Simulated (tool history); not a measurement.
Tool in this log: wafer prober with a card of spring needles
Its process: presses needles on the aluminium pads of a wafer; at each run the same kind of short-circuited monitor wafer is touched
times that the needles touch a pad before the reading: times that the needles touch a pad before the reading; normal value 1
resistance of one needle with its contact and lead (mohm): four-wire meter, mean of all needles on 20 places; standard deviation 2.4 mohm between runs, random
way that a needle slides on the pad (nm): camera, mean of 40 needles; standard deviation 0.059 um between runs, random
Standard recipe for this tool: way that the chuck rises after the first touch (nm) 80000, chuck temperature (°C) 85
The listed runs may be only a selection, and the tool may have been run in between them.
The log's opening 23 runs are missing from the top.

| run | hour | way that the chuck rises after the first touch (nm) | chuck temperature (°C) | times that the needles touch a pad before the reading | touches since the tips were cleaned | cleanings since the card got new needles | touches since the first contact's height was set | resistance of one needle with its contact and lead (mohm) | way that a needle slides on the pad (nm) |
|---|---|---|---|---|---|---|---|---|---|
| 24 | 595.7 | 73000 | 73 | 2 | 6717 | 23 | 18885 | 268 | 18920 |
|  | 603.1 | tips cleaned on abrasive film |
| 25 | 617.0 | 94000 | 105 | 1 | 3258 | 24 | 23850 | 278 | 24500 |
|  | 639.2 | tips cleaned on abrasive film |
| 26 | 645.5 | 94000 | 105 | 1 | 1478 | 25 | 30501 | 281 | 24450 |
|  | 654.7 | gauge calibrated |
|  | 675.3 | tips cleaned on abrasive film |
| 27 | 677.7 | 94000 | 105 | 1 | 566 | 26 | 38013 | 280 | 23920 |
|  | 711.9 | tips cleaned on abrasive film |
| 28 | 715.5 | 94000 | 105 | 1 | 845 | 27 | 46850 | 275 | 23920 |
|  | 748.3 | tips cleaned on abrasive film |
| 29 | 753.9 | 64000 | 81 | 1 | 1319 | 28 | 55832 | 276 | 16390 |
| 30 | 782.3 | 72000 | 103 | 3 | 7977 | 28 | 62490 | 275 | 18310 |
|  | 784.5 | tips cleaned on abrasive film |
| 31 | 807.7 | 80000 | 85 | 1 | 5440 | 29 | 68415 | 277 | 20390 |
|  | 822.2 | tips cleaned on abrasive film |
| 32 | 841.0 | 80000 | 85 | 1 | 4396 | 30 | 76181 | 275 | 20470 |
|  | 857.8 | tips cleaned on abrasive film |
| 33 | 857.8 | 62000 | 85 | 1 | 0 | 31 | 80103 | 273 | 15880 |

3 options for the next run, each taken on its own from the tool as it stands now. Forecast them:
| A | 889.8 | 98000 | 93 | 1 | 7489 | 31 | 87592 | ? | ? |
| B | 889.8 | 80000 | 38 | 1 | 7489 | 31 | 87592 | ? | ? |
| C | 889.8 | 99000 | 42 | 1 | 7489 | 31 | 87592 | ? | ? |

| run | resistance of one needle with its contact and lead (mohm) | way that a needle slides on the pad (nm) |
|---|---|---|
| A | 278 | 25020 |
| B | 261 | 20460 |
| C | 262 | 25310 |
Take away the tool's hidden state, keep each run's random variation, and the runs would have read:
| run | resistance of one needle with its contact and lead (mohm) | way that a needle slides on the pad (nm) |
|---|---|---|
| A | 278 | 24830 |
| B | 260 | 20310 |
| C | 261 | 25110 |
